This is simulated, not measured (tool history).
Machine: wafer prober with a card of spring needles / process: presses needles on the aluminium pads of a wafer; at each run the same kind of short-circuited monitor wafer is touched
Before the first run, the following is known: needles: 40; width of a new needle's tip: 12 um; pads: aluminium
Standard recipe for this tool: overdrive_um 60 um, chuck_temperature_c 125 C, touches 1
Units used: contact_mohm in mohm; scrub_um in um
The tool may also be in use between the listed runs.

Run 1, hour 0: usual settings. Result: contact_mohm 231 mohm, scrub_um 10.37 um.
At hour 2.5: height of the first contact set anew.
At hour 4.7: tips cleaned on abrasive film.
At hour 9.2: tips cleaned on abrasive film.
At hour 14.7: tips cleaned on abrasive film.
Run 2, hour 14.7: usual settings. Result: contact_mohm 230 mohm, scrub_um 10.33 um.
At hour 20.2: tips cleaned on abrasive film.
At hour 25.8: tips cleaned on abrasive film.
At hour 31.3: tips cleaned on abrasive film.
Run 3, hour 32.2: usual settings. Result: contact_mohm 233 mohm, scrub_um 10.39 um.
At hour 36.6: tips cleaned on abrasive film.
At hour 41.1: tips cleaned on abrasive film.
Run 4, hour 44.9: usual settings. Result: contact_mohm 232 mohm, scrub_um 10.33 um.
At hour 46.1: tips cleaned on abrasive film.
At hour 50.5: tips cleaned on abrasive film.
At hour 55: tips cleaned on abrasive film.
Run 5, hour 58.8: usual settings. Result: contact_mohm 228 mohm, scrub_um 10.21 um.
At hour 60: tips cleaned on abrasive film.
At hour 64.4: tips cleaned on abrasive film.
At hour 70: tips cleaned on abrasive film.
Run 6, hour 70: usual settings. Result: contact_mohm 229 mohm, scrub_um 10.17 um.
At hour 74.4: tips cleaned on abrasive film.
At hour 78.9: tips cleaned on abrasive film.
At hour 83.3: tips cleaned on abrasive film.
At hour 87.8: tips cleaned on abrasive film.
Run 7, hour 90.4: usual settings. Result: contact_mohm 234 mohm, scrub_um 10.2 um.
At hour 92.7: tips cleaned on abrasive film.
At hour 98.3: tips cleaned on abrasive film.
Run 8, hour 102.1: usual settings. Result: contact_mohm 231 mohm, scrub_um 10.21 um.
At hour 103.2: tips cleaned on abrasive film.
At hour 107.7: tips cleaned on abrasive film.
At hour 113.2: tips cleaned on abrasive film.
Run 9, hour 117.3: usual settings. Result: contact_mohm 228 mohm, scrub_um 10.28 um.
At hour 118.5: tips cleaned on abrasive film.
At hour 122.9: tips cleaned on abrasive film.
At hour 127.4: tips cleaned on abrasive film.
At hour 131.8: tips cleaned on abrasive film.
Run 10, hour 134.4: usual settings. Result: contact_mohm 231 mohm, scrub_um 10.3 um.
At hour 136.6: tips cleaned on abrasive film.
At hour 141.1: tips cleaned on abrasive film.
At hour 145.6: tips cleaned on abrasive film.
At hour 150: tips cleaned on abrasive film.
At hour 155.5: tips cleaned on abrasive film.
At hour 160: tips cleaned on abrasive film.
Run 11, hour 160.9: usual settings but chuck_temperature_c 29 C. Result: contact_mohm 207 mohm, scrub_um 10.51 um.
At hour 165.4: tips cleaned on abrasive film.
At hour 169.8: tips cleaned on abrasive film.
At hour 174.3: tips cleaned on abrasive film.
Run 12, hour 177.3: usual settings but chuck_temperature_c 29 C. Result: contact_mohm 210 mohm, scrub_um 10.17 um.
At hour 179.6: tips cleaned on abrasive film.
At hour 184.1: tips cleaned on abrasive film.
At hour 189.6: tips cleaned on abrasive film.
Run 13, hour 189.6: usual settings but touches 2. Result: contact_mohm 228 mohm, scrub_um 10.27 um.
At hour 195.1: tips cleaned on abrasive film.
At hour 199.6: tips cleaned on abrasive film.
Run 14, hour 202.4: usual settings but chuck_temperature_c 26 C, touches 2. Result: contact_mohm 205 mohm, scrub_um 10.2 um.
At hour 204.6: tips cleaned on abrasive film.
At hour 210.2: tips cleaned on abrasive film.
At hour 214.6: tips cleaned on abrasive film.
At hour 219.1: tips cleaned on abrasive film.
Run 15, hour 220.4: usual settings but chuck_temperature_c 72 C. Result: contact_mohm 222 mohm, scrub_um 10.43 um.
At hour 223.8: tips cleaned on abrasive film.
At hour 229.3: tips cleaned on abrasive film.
Run 16, hour 233.5: usual settings but chuck_temperature_c 72 C. Result: contact_mohm 222 mohm, scrub_um 10.49 um.
At hour 234.7: tips cleaned on abrasive film.
At hour 240.2: tips cleaned on abrasive film.
At hour 245.8: tips cleaned on abrasive film.
At hour 250.2: tips cleaned on abrasive film.
Run 17, hour 250.9: usual settings but overdrive_um 55 um, chuck_temperature_c 29 C, touches 2. Result: contact_mohm 209 mohm, scrub_um 9.42 um.
At hour 255.4: tips cleaned on abrasive film.
At hour 259.8: tips cleaned on abrasive film.
At hour 264.3: tips cleaned on abrasive film.
At hour 269.8: tips cleaned on abrasive film.
Run 18, hour 270.9: usual settings but overdrive_um 63 um, chuck_temperature_c 91 C, touches 3. Result: contact_mohm 223 mohm, scrub_um 10.63 um.
At hour 274.5: tips cleaned on abrasive film.
At hour 280: tips cleaned on abrasive film.
At hour 284.5: tips cleaned on abrasive film.
At hour 288.9: tips cleaned on abrasive film.
Run 19, hour 289.3: usual settings but overdrive_um 63 um, chuck_temperature_c 91 C, touches 3. Result: contact_mohm 221 mohm, scrub_um 10.72 um.
At hour 293.7: tips cleaned on abrasive film.
At hour 299.2: tips cleaned on abrasive film.
Run 20, hour 302.2: usual settings but overdrive_um 63 um, chuck_temperature_c 91 C, touches 3. Result: contact_mohm 226 mohm, scrub_um 10.89 um.
At hour 304.5: tips cleaned on abrasive film.
At hour 309: tips cleaned on abrasive film.
At hour 313.8: tips cleaned on abrasive film.
Run 21, hour 313.8: usual settings but overdrive_um 64 um, chuck_temperature_c 100 C, touches 2. Result: contact_mohm 221 mohm, scrub_um 11.08 um.
At hour 319.3: tips cleaned on abrasive film.
At hour 324.8: tips cleaned on abrasive film.
Run 22, hour 325.7: usual settings but overdrive_um 64 um, chuck_temperature_c 100 C, touches 2. Result: contact_mohm 221 mohm, scrub_um 10.95 um.
At hour 330.2: tips cleaned on abrasive film.
At hour 335.7: tips cleaned on abrasive film.
At hour 340.1: tips cleaned on abrasive film.
Run 23, hour 341.5: usual settings but overdrive_um 62 um, touches 3. Result: contact_mohm 231 mohm, scrub_um 10.6 um.
At hour 344.8: tips cleaned on abrasive film.
At hour 347.3: height of the first contact set anew.
At hour 349.6: tips cleaned on abrasive film.
At hour 355.1: tips cleaned on abrasive film.
At hour 359.6: tips cleaned on abrasive film.
Run 24, hour 360: usual settings but overdrive_um 62 um, touches 3. Result: contact_mohm 233 mohm, scrub_um 10.85 um.
At hour 364.4: tips cleaned on abrasive film.
At hour 368.9: tips cleaned on abrasive film.
At hour 373.3: tips cleaned on abrasive film.
At hour 377.8: tips cleaned on abrasive film.
Run 25, hour 379.2: usual settings but overdrive_um 63 um, touches 2. Result: contact_mohm 229 mohm, scrub_um 10.8 um.
At hour 382.5: tips cleaned on abrasive film.
At hour 387: tips cleaned on abrasive film.
At hour 391.4: tips cleaned on abrasive film.
At hour 395.9: tips cleaned on abrasive film.
Run 26, hour 398.3: usual settings but overdrive_um 45 um, chuck_temperature_c 44 C. Result: contact_mohm 211 mohm, scrub_um 7.83 um.
At hour 400.6: tips cleaned on abrasive film.
At hour 405.1: tips cleaned on abrasive film.
At hour 410.6: tips cleaned on abrasive film.
At hour 415.1: tips cleaned on abrasive film.
At hour 420.6: tips cleaned on abrasive film.
Run 27, hour 423.5: usual settings but overdrive_um 42 um, chuck_temperature_c 67 C, touches 3. Result: contact_mohm 219 mohm, scrub_um 7.19 um.

Alternative continuations, all from the tool just after run 27; predict every row:
At hour 425.8: tips cleaned on abrasive film.
At hour 430.3: tips cleaned on abrasive film.
At hour 434.7: tips cleaned on abrasive film.
At hour 439.2: tips cleaned on abrasive film.
At hour 443.6: tips cleaned on abrasive film.
Run A, hour 445.7: usual settings but overdrive_um 58 um, chuck_temperature_c 119 C. Result: contact_mohm ?, scrub_um ?.
At hour 425.8: tips cleaned on abrasive film.
At hour 430.3: tips cleaned on abrasive film.
At hour 434.7: tips cleaned on abrasive film.
At hour 439.2: tips cleaned on abrasive film.
At hour 443.6: tips cleaned on abrasive film.
Run B, hour 445.7: usual settings but chuck_temperature_c 60 C. Result: contact_mohm ?, scrub_um ?.
At hour 425.8: tips cleaned on abrasive film.
At hour 430.3: tips cleaned on abrasive film.
At hour 434.7: tips cleaned on abrasive film.
At hour 439.2: tips cleaned on abrasive film.
At hour 443.6: tips cleaned on abrasive film.
Run C, hour 445.7: usual settings but overdrive_um 66 um, touches 2. Result: contact_mohm ?, scrub_um ?.

run  contact_mohm  scrub_um
  A           230     10.08
  B           215      10.4
  C           229     11.27
What these runs would have given with no unlogged condition in the tool:
run  contact_mohm  scrub_um
  A           230     10.08
  B           215      10.4
  C           229     11.28
